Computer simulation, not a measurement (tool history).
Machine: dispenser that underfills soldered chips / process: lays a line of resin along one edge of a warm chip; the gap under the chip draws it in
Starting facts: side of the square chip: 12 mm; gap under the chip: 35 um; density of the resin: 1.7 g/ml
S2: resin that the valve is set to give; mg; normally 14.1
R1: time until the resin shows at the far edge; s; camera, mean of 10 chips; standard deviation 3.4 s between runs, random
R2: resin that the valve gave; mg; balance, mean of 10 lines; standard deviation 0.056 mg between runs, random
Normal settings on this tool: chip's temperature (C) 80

run 1 hour=0 | chip's_temperature_(C)=80 S2=14.1 | R1=388.8 R2=13.74
run 2 hour=3.6 | chip's_temperature_(C)=80 S2=12.7 | R1=466.2 R2=12.45
-- hour=4.8 new syringe of resin
run 3 hour=9 | chip's_temperature_(C)=80 S2=12.7 | R1=420.7 R2=12.32
-- hour=13.1 new syringe of resin
run 4 hour=15.8 | chip's_temperature_(C)=80 S2=12.7 | R1=379.4 R2=12.3
-- hour=21.2 new syringe of resin
run 5 hour=21.2 | chip's_temperature_(C)=80 S2=12.7 | R1=334.4 R2=12.18
run 6 hour=24.8 | chip's_temperature_(C)=80 S2=17.3 | R1=381 R2=16.63
-- hour=29.2 new syringe of resin
-- hour=30.2 dispensing valve cleaned and set on the balance
run 7 hour=32.3 | chip's_temperature_(C)=81 S2=14.1 | R1=349.3 R2=14.1
run 8 hour=36.2 | chip's_temperature_(C)=80 S2=16.1 | R1=433.6 R2=16.02
-- hour=38.4 new syringe of resin
run 9 hour=40.3 | chip's_temperature_(C)=80 S2=16.1 | R1=358.9 R2=16.06
run 10 hour=43.7 | chip's_temperature_(C)=80 S2=16.1 | R1=413.4 R2=16.07
-- hour=46.6 new syringe of resin
run 11 hour=47.1 | chip's_temperature_(C)=80 S2=14.1 | R1=343.6 R2=14.01
run 12 hour=52.1 | chip's_temperature_(C)=80 S2=14.1 | R1=428.6 R2=13.85
-- hour=54.6 new syringe of resin
run 13 hour=56.7 | chip's_temperature_(C)=80 S2=14.1 | R1=368.9 R2=13.83
run 14 hour=60.9 | chip's_temperature_(C)=80 S2=14.1 | R1=434.2 R2=13.87
-- hour=62.6 new syringe of resin
run 15 hour=64.9 | chip's_temperature_(C)=80 S2=14.1 | R1=360.9 R2=13.9
-- hour=71 new syringe of resin
run 16 hour=72 | chip's_temperature_(C)=80 S2=14.1 | R1=347.5 R2=13.79
run 17 hour=76.8 | chip's_temperature_(C)=80 S2=14.1 | R1=430.1 R2=13.69
-- hour=79.3 new syringe of resin
run 18 hour=81.9 | chip's_temperature_(C)=80 S2=14.1 | R1=366.2 R2=13.62
-- hour=87.3 new syringe of resin
run 19 hour=88.5 | chip's_temperature_(C)=68 S2=16 | R1=497.2 R2=15.4
run 20 hour=94.8 | chip's_temperature_(C)=83 S2=17.9 | R1=425.7 R2=17.25
-- hour=95.6 new syringe of resin
-- hour=99.9 dispensing valve cleaned and set on the balance
run 21 hour=101 | chip's_temperature_(C)=87 S2=15.8 | R1=335.9 R2=15.77
-- hour=104.8 new syringe of resin
run 22 hour=104.8 | chip's_temperature_(C)=80 S2=14.8 | R1=324.4 R2=14.8
run 23 hour=109.5 | chip's_temperature_(C)=80 S2=14.8 | R1=415.2 R2=14.67
-- hour=112.9 new syringe of resin
run 24 hour=113 | chip's_temperature_(C)=80 S2=14.8 | R1=327.1 R2=14.59
run 25 hour=116.3 | chip's_temperature_(C)=80 S2=14.8 | R1=384.4 R2=14.54
-- hour=121.3 new syringe of resin
run 26 hour=123.4 | chip's_temperature_(C)=89 S2=12.9 | R1=280.9 R2=12.72
-- hour=129.5 new syringe of resin
run 27 hour=130.8 | chip's_temperature_(C)=71 S2=14.1 | R1=445.4 R2=13.74
run 28 hour=134.8 | chip's_temperature_(C)=85 S2=16.2 | R1=363.6 R2=15.83
-- hour=137.8 new syringe of resin
run 29 hour=141 | chip's_temperature_(C)=81 S2=13.9 | R1=371.7 R2=13.5
run 30 hour=144.4 | chip's_temperature_(C)=81 S2=13.9 | R1=430.1 R2=13.5
-- hour=146.2 new syringe of resin
run 31 hour=147.8 | chip's_temperature_(C)=81 S2=13.9 | R1=340.9 R2=13.42
run 32 hour=153.2 | chip's_temperature_(C)=86 S2=16.1 | R1=377 R2=15.42
-- hour=154.3 new syringe of resin
run 33 hour=158.6 | chip's_temperature_(C)=86 S2=16.1 | R1=335.2 R2=15.57
-- hour=162.3 new syringe of resin
run 34 hour=162.6 | chip's_temperature_(C)=67 S2=16.7 | R1=469.4 R2=16.02
-- hour=169.4 dispensing valve cleaned and set on the balance
run 35 hour=169.4 | chip's_temperature_(C)=70 S2=12.9 | R1=576.5 R2=12.89

Below are 3 alternative next runs, each starting from the tool's condition after run 35. Predict each:
-- hour=171.5 new syringe of resin
run A hour=172.9 | chip's_temperature_(C)=80 S2=12.9 | R1=? R2=?
-- hour=171.5 new syringe of resin
run B hour=172.9 | chip's_temperature_(C)=82 S2=14.2 | R1=? R2=?
-- hour=171.5 new syringe of resin
run C hour=172.9 | chip's_temperature_(C)=68 S2=12.8 | R1=? R2=?

run=A R1=352.1 R2=12.96
run=B R1=324.8 R2=14.24
run=C R1=500.8 R2=12.77
Without the tool's unlogged condition, the same runs would have read:
run=A R1=342.3 R2=12.98
run=B R1=315.7 R2=14.26
run=C R1=488.5 R2=12.79

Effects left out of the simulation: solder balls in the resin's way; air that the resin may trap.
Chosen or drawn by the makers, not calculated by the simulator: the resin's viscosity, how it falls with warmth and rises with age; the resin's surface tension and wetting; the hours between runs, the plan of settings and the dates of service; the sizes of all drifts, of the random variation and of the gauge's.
